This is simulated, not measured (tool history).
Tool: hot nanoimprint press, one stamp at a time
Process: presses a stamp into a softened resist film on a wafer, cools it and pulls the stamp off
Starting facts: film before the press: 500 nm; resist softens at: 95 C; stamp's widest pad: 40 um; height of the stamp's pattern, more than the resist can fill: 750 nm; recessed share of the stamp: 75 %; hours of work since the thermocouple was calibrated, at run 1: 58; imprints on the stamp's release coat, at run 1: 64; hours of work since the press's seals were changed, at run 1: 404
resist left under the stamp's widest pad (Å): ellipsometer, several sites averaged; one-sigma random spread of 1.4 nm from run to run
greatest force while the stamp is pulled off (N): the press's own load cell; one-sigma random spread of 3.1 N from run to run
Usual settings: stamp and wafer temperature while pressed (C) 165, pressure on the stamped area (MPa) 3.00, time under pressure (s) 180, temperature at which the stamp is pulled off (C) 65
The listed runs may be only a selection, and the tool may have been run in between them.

| run | hour | stamp and wafer temperature while pressed (C) | pressure on the stamped area (MPa) | time under pressure (s) | temperature at which the stamp is pulled off (C) | hours of work since the thermocouple was calibrated | imprints on the stamp's release coat | hours of work since the press's seals were changed | resist left under the stamp's widest pad (Å) | greatest force while the stamp is pulled off (N) |
|---|---|---|---|---|---|---|---|---|---|---|
| 1 | 0.0 | 165 | 3.00 | 180 | 65 | 58 | 64 | 404 | 2196 | 152 |
| 2 | 52.2 | 165 | 3.00 | 180 | 65 | 91 | 215 | 438 | 2225 | 155 |
| 3 | 128.8 | 165 | 3.00 | 180 | 65 | 141 | 438 | 487 | 2234 | 159 |
| 4 | 212.1 | 165 | 3.00 | 110 | 65 | 195 | 679 | 541 | 2685 | 172 |
|  | 253.9 | stamp cleaned and given a new release coat |
| 5 | 286.7 | 165 | 3.00 | 110 | 65 | 239 | 95 | 586 | 2745 | 152 |
| 6 | 377.5 | 165 | 3.00 | 110 | 65 | 298 | 359 | 645 | 2722 | 158 |
| 7 | 463.9 | 165 | 3.00 | 103 | 65 | 354 | 610 | 701 | 2788 | 172 |
| 8 | 518.4 | 165 | 3.00 | 103 | 65 | 389 | 768 | 736 | 2857 | 172 |
|  | 531.9 | stamp cleaned and given a new release coat |
| 9 | 573.2 | 165 | 3.00 | 103 | 65 | 421 | 119 | 767 | 2866 | 152 |
| 10 | 663.2 | 165 | 3.00 | 180 | 65 | 479 | 380 | 826 | 2389 | 164 |
|  | 713.0 | plate thermocouple calibrated |
| 11 | 748.6 | 165 | 3.00 | 180 | 65 | 23 | 620 | 879 | 2220 | 171 |
|  | 812.2 | stamp cleaned and given a new release coat |
| 12 | 845.7 | 165 | 3.00 | 180 | 65 | 82 | 97 | 938 | 2245 | 154 |
| 13 | 912.6 | 170 | 3.00 | 180 | 65 | 125 | 291 | 981 | 1911 | 152 |
| 14 | 960.4 | 170 | 3.00 | 180 | 65 | 156 | 430 | 1012 | 1907 | 159 |
| 15 | 1021.5 | 165 | 3.00 | 311 | 65 | 196 | 607 | 1052 | 1859 | 167 |
| 16 | 1075.1 | 155 | 3.43 | 154 | 63 | 231 | 762 | 1087 | 3189 | 187 |
|  | 1087.1 | stamp cleaned and given a new release coat |
| 17 | 1159.2 | 165 | 3.11 | 180 | 65 | 281 | 209 | 1137 | 2294 | 154 |
| 18 | 1210.5 | 165 | 3.11 | 209 | 51 | 315 | 358 | 1171 | 2173 | 196 |
| 19 | 1250.1 | 165 | 3.11 | 209 | 51 | 340 | 473 | 1196 | 2191 | 199 |
|  | 1315.7 | press's hydraulic seals changed and the load cell set to zero |
| 20 | 1334.3 | 165 | 3.00 | 180 | 51 | 390 | 694 | 12 | 2332 | 215 |
|  | 1371.3 | stamp cleaned and given a new release coat |
| 21 | 1383.7 | 165 | 3.00 | 207 | 68 | 418 | 36 | 40 | 2238 | 144 |
| 22 | 1428.7 | 155 | 3.00 | 230 | 65 | 447 | 166 | 69 | 3024 | 159 |
| 23 | 1477.3 | 155 | 3.77 | 230 | 59 | 478 | 307 | 101 | 2771 | 174 |
|  | 1531.4 | plate thermocouple calibrated |
| 24 | 1549.9 | 156 | 3.77 | 230 | 59 | 12 | 509 | 146 | 2480 | 176 |
| 25 | 1589.0 | 167 | 4.06 | 160 | 59 | 37 | 623 | 171 | 1860 | 177 |
|  | 1649.9 | stamp cleaned and given a new release coat |
| 26 | 1656.8 | 167 | 4.06 | 160 | 59 | 77 | 20 | 211 | 1882 | 163 |
| 27 | 1720.4 | 177 | 3.00 | 124 | 65 | 119 | 205 | 252 | 1755 | 159 |
| 28 | 1813.7 | 177 | 2.45 | 336 | 65 | 179 | 475 | 313 | 1306 | 163 |
| 29 | 1888.5 | 177 | 2.45 | 336 | 65 | 227 | 692 | 361 | 1308 | 173 |
|  | 1924.3 | stamp cleaned and given a new release coat |
| 30 | 1935.6 | 174 | 2.53 | 221 | 53 | 254 | 32 | 388 | 1693 | 174 |

Describe how what the log doesn't record of the tool's condition differs between the last listed run preceding each entry between runs and the first listed run following it.
Run 4 -> run 5: stamp cleaned and given a new release coat (hour 253.9)
  true temperature over the reading, C: -0.76 -> -0.99; pressure that arrives at the usual setting, %: 99.02 -> 98.94; grip of the stamp's worn release coat, % over a new coat's: 14.7 -> 2
  measured less the result without the state, resist left under the stamp's widest pad (Å): +71 -> +92; greatest force while the stamp is pulled off (N): +24 -> +5
Run 8 -> run 9: stamp cleaned and given a new release coat (hour 531.9)
  true temperature over the reading, C: -1.74 -> -1.91; pressure that arrives at the usual setting, %: 98.63 -> 98.57; grip of the stamp's worn release coat, % over a new coat's: 16.7 -> 2.6
  measured less the result without the state, resist left under the stamp's widest pad (Å): +158 -> +172; greatest force while the stamp is pulled off (N): +28 -> +8
Run 10 -> run 11: plate thermocouple calibrated (hour 713.0)
  true temperature over the reading, C: -2.21 -> 0.01; pressure that arrives at the usual setting, %: 98.45 -> 98.35; grip of the stamp's worn release coat, % over a new coat's: 8.2 -> 13.4
  measured less the result without the state, resist left under the stamp's widest pad (Å): +185 -> +16; greatest force while the stamp is pulled off (N): +17 -> +20
Run 11 -> run 12: stamp cleaned and given a new release coat (hour 812.2)
  true temperature over the reading, C: 0.01 -> -0.27; pressure that arrives at the usual setting, %: 98.35 -> 98.22; grip of the stamp's worn release coat, % over a new coat's: 13.4 -> 2.1
  measured less the result without the state, resist left under the stamp's widest pad (Å): +16 -> +39; greatest force while the stamp is pulled off (N): +20 -> +4
Run 16 -> run 17: stamp cleaned and given a new release coat (hour 1087.1)
  true temperature over the reading, C: -1.02 -> -1.28; pressure that arrives at the usual setting, %: 97.91 -> 97.81; grip of the stamp's worn release coat, % over a new coat's: 16.5 -> 4.5
  measured less the result without the state, resist left under the stamp's widest pad (Å): +124 -> +119; greatest force while the stamp is pulled off (N): +29 -> +10
Run 19 -> run 20: press's hydraulic seals changed and the load cell set to zero (hour 1315.7)
  true temperature over the reading, C: -1.6 -> -1.86; pressure that arrives at the usual setting, %: 97.68 -> 99.63; grip of the stamp's worn release coat, % over a new coat's: 10.2 -> 15.1
  measured less the result without the state, resist left under the stamp's widest pad (Å): +141 -> +144; greatest force while the stamp is pulled off (N): +22 -> +33
Run 20 -> run 21: stamp cleaned and given a new release coat (hour 1371.3)
  true temperature over the reading, C: -1.86 -> -2.02; pressure that arrives at the usual setting, %: 99.63 -> 99.57; grip of the stamp's worn release coat, % over a new coat's: 15.1 -> 0.8
  measured less the result without the state, resist left under the stamp's widest pad (Å): +144 -> +153; greatest force while the stamp is pulled off (N): +33 -> +6
Run 23 -> run 24: plate thermocouple calibrated (hour 1531.4)
  true temperature over the reading, C: -2.32 -> 0.1; pressure that arrives at the usual setting, %: 99.46 -> 99.36; grip of the stamp's worn release coat, % over a new coat's: 6.6 -> 11
  measured less the result without the state, resist left under the stamp's widest pad (Å): +227 -> -1; greatest force while the stamp is pulled off (N): +16 -> +17
Run 25 -> run 26: stamp cleaned and given a new release coat (hour 1649.9)
  true temperature over the reading, C: -0.03 -> -0.22; pressure that arrives at the usual setting, %: 99.31 -> 99.23; grip of the stamp's worn release coat, % over a new coat's: 13.5 -> 0.4
  measured less the result without the state, resist left under the stamp's widest pad (Å): +10 -> +24; greatest force while the stamp is pulled off (N): +21 -> +1
Run 29 -> run 30: stamp cleaned and given a new release coat (hour 1924.3)
  true temperature over the reading, C: -0.96 -> -1.09; pressure that arrives at the usual setting, %: 98.93 -> 98.87; grip of the stamp's worn release coat, % over a new coat's: 15 -> 0.7
  measured less the result without the state, resist left under the stamp's widest pad (Å): +46 -> +66; greatest force while the stamp is pulled off (N): +24 -> +4
